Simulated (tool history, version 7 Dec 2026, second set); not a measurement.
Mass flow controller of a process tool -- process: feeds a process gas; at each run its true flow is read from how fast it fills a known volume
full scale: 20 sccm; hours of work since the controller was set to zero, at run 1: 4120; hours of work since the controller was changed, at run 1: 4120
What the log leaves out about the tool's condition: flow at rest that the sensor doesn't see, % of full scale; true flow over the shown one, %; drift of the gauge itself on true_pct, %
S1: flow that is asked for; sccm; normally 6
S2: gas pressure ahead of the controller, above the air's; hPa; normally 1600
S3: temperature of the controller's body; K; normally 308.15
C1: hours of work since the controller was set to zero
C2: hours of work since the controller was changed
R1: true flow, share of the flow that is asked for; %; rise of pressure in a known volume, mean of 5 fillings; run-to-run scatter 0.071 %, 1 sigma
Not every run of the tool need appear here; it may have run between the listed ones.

| run | day | S1 | S2 | S3 | C1 | C2 | R1 |
|---|---|---|---|---|---|---|---|
| 1 | 0 | 6 | 1600 | 308.15 | 4120 | 4120 | 100.79 |
| 2 | 7.171 | 6 | 1600 | 308.15 | 4193 | 4193 | 100.75 |
| 3 | 15.208 | 6 | 2750 | 308.15 | 4276 | 4276 | 100.95 |
| 4 | 23.938 | 6 | 1600 | 306.15 | 4365 | 4365 | 100.76 |
| 5 | 31.683 | 6 | 1890 | 308.15 | 4444 | 4444 | 100.9 |
| 6 | 35.767 | 4 | 1600 | 308.15 | 4486 | 4486 | 100.18 |
| 7 | 44.6 | 4 | 1720 | 308.15 | 4576 | 4576 | 100.3 |
|  | 45.392 | controller's zero set anew |
| 8 | 49.05 | 6 | 1600 | 312.15 | 37 | 4621 | 101.09 |
| 9 | 55.604 | 6 | 1600 | 312.15 | 104 | 4688 | 101.13 |
| 10 | 64.946 | 6 | 1600 | 312.15 | 200 | 4784 | 101.22 |
| 11 | 72.65 | 16 | 2320 | 298.15 | 279 | 4863 | 101.38 |
| 12 | 81.712 | 3 | 1750 | 306.15 | 371 | 4955 | 99.43 |
| 13 | 88.704 | 3 | 1750 | 306.15 | 443 | 5027 | 99.53 |
| 14 | 97.283 | 3 | 1750 | 306.15 | 531 | 5115 | 99.56 |
|  | 99.721 | controller's zero set anew, once more |
| 15 | 104.892 | 3 | 1750 | 306.15 | 53 | 5192 | 101.47 |

What if the next run were any one of these 4? Each begins from the tool's condition after run 15:
| A | 109.804 | 2 | 2480 | 300.15 | 103 | 5242 | ? |
| B | 109.804 | 2 | 1970 | 306.15 | 103 | 5242 | ? |
| C | 109.804 | 2 | 2010 | 298.15 | 103 | 5242 | ? |
| D | 109.804 | 2 | 1800 | 297.15 | 103 | 5242 | ? |

| run | R1 |
|---|---|
| A | 101.04 |
| B | 101.4 |
| C | 100.64 |
| D | 100.5 |
What these runs would have given with no unlogged condition in the tool:
| run | R1 |
|---|---|
| A | 99.13 |
| B | 99.49 |
| C | 98.73 |
| D | 98.59 |
